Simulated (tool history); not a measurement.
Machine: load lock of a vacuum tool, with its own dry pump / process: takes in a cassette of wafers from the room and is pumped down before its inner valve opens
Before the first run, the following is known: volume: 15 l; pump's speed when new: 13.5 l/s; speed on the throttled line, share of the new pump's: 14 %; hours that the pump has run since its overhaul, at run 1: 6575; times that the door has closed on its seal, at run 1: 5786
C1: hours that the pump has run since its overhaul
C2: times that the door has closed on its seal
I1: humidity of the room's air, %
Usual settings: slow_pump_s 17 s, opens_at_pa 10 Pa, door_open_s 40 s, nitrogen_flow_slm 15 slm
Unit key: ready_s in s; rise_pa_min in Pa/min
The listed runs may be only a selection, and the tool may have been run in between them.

{"run": 1, "hour": 0.0, "slow_pump_s": 17, "opens_at_pa": 10, "door_open_s": 40, "nitrogen_flow_slm": 15, "C1": 6575, "C2": 5786, "I1": 44.9, "ready_s": 25.8, "rise_pa_min": 0.072}
{"run": 2, "hour": 87.4, "slow_pump_s": 17, "opens_at_pa": 10, "door_open_s": 169, "nitrogen_flow_slm": 15, "C1": 6663, "C2": 5919, "I1": 44.2, "ready_s": 26.3, "rise_pa_min": 0.104}
{"run": 3, "hour": 173.7, "slow_pump_s": 17, "opens_at_pa": 10, "door_open_s": 44, "nitrogen_flow_slm": 15, "C1": 6749, "C2": 6050, "I1": 44.8, "ready_s": 25.4, "rise_pa_min": 0.073}
{"run": 4, "hour": 261.0, "slow_pump_s": 17, "opens_at_pa": 10, "door_open_s": 44, "nitrogen_flow_slm": 15, "C1": 6836, "C2": 6182, "I1": 46.1, "ready_s": 26.1, "rise_pa_min": 0.068}
{"run": 5, "hour": 313.6, "slow_pump_s": 17, "opens_at_pa": 10, "door_open_s": 40, "nitrogen_flow_slm": 15, "C1": 6889, "C2": 6262, "I1": 45.0, "ready_s": 25.9, "rise_pa_min": 0.079}
{"run": 6, "hour": 407.1, "slow_pump_s": 17, "opens_at_pa": 10, "door_open_s": 27, "nitrogen_flow_slm": 15, "C1": 6982, "C2": 6403, "I1": 46.7, "ready_s": 25.7, "rise_pa_min": 0.067}
{"run": 7, "hour": 496.9, "slow_pump_s": 17, "opens_at_pa": 10, "door_open_s": 40, "nitrogen_flow_slm": 15, "C1": 7072, "C2": 6539, "I1": 46.4, "ready_s": 25.5, "rise_pa_min": 0.075}
{"run": 8, "hour": 543.3, "slow_pump_s": 17, "opens_at_pa": 10, "door_open_s": 40, "nitrogen_flow_slm": 30, "C1": 7118, "C2": 6610, "I1": 46.0, "ready_s": 25.7, "rise_pa_min": 0.07}
{"run": 9, "hour": 636.7, "slow_pump_s": 17, "opens_at_pa": 10, "door_open_s": 40, "nitrogen_flow_slm": 30, "C1": 7212, "C2": 6751, "I1": 44.2, "ready_s": 26.3, "rise_pa_min": 0.069}
{"run": 10, "hour": 695.3, "slow_pump_s": 17, "opens_at_pa": 13, "door_open_s": 40, "nitrogen_flow_slm": 21, "C1": 7271, "C2": 6840, "I1": 42.9, "ready_s": 25.9, "rise_pa_min": 0.073}
{"run": 11, "hour": 762.4, "slow_pump_s": 17, "opens_at_pa": 10, "door_open_s": 40, "nitrogen_flow_slm": 21, "C1": 7338, "C2": 6942, "I1": 45.5, "ready_s": 26.0, "rise_pa_min": 0.075}
{"run": 12, "hour": 815.3, "slow_pump_s": 17, "opens_at_pa": 11, "door_open_s": 40, "nitrogen_flow_slm": 15, "C1": 7390, "C2": 7022, "I1": 39.5, "ready_s": 25.7, "rise_pa_min": 0.085}
{"run": 13, "hour": 860.1, "slow_pump_s": 13, "opens_at_pa": 14, "door_open_s": 87, "nitrogen_flow_slm": 6, "C1": 7435, "C2": 7090, "I1": 46.7, "ready_s": 22.4, "rise_pa_min": 0.115}
{"run": 14, "hour": 900.5, "slow_pump_s": 13, "opens_at_pa": 14, "door_open_s": 87, "nitrogen_flow_slm": 6, "C1": 7476, "C2": 7151, "I1": 44.5, "ready_s": 22.0, "rise_pa_min": 0.102}

4 ways to go on from here, each from the tool as it stands after run 14. What would each give?
{"run": "A", "hour": 943.8, "slow_pump_s": 15, "opens_at_pa": 14, "door_open_s": 87, "nitrogen_flow_slm": 6, "C1": 7519, "C2": 7216, "I1": 44.1, "ready_s": "?", "rise_pa_min": "?"}
{"run": "B", "hour": 943.8, "slow_pump_s": 19, "opens_at_pa": 10, "door_open_s": 162, "nitrogen_flow_slm": 41, "C1": 7519, "C2": 7216, "I1": 47.2, "ready_s": "?", "rise_pa_min": "?"}
{"run": "C", "hour": 943.8, "slow_pump_s": 33, "opens_at_pa": 15, "door_open_s": 201, "nitrogen_flow_slm": 6, "C1": 7519, "C2": 7216, "I1": 46.1, "ready_s": "?", "rise_pa_min": "?"}
{"run": "D", "hour": 943.8, "slow_pump_s": 11, "opens_at_pa": 19, "door_open_s": 32, "nitrogen_flow_slm": 15, "C1": 7519, "C2": 7216, "I1": 46.1, "ready_s": "?", "rise_pa_min": "?"}

run=A ready_s=24.1 rise_pa_min=0.109
run=B ready_s=27.3 rise_pa_min=0.081
run=C ready_s=38.6 rise_pa_min=0.153
run=D ready_s=19.7 rise_pa_min=0.074
Take away the tool's hidden state, keep each run's random variation, and the runs would have read:
run=A ready_s=23.1 rise_pa_min=0.068
run=B ready_s=26.4 rise_pa_min=0.040
run=C ready_s=38.0 rise_pa_min=0.112
run=D ready_s=18.8 rise_pa_min=0.033
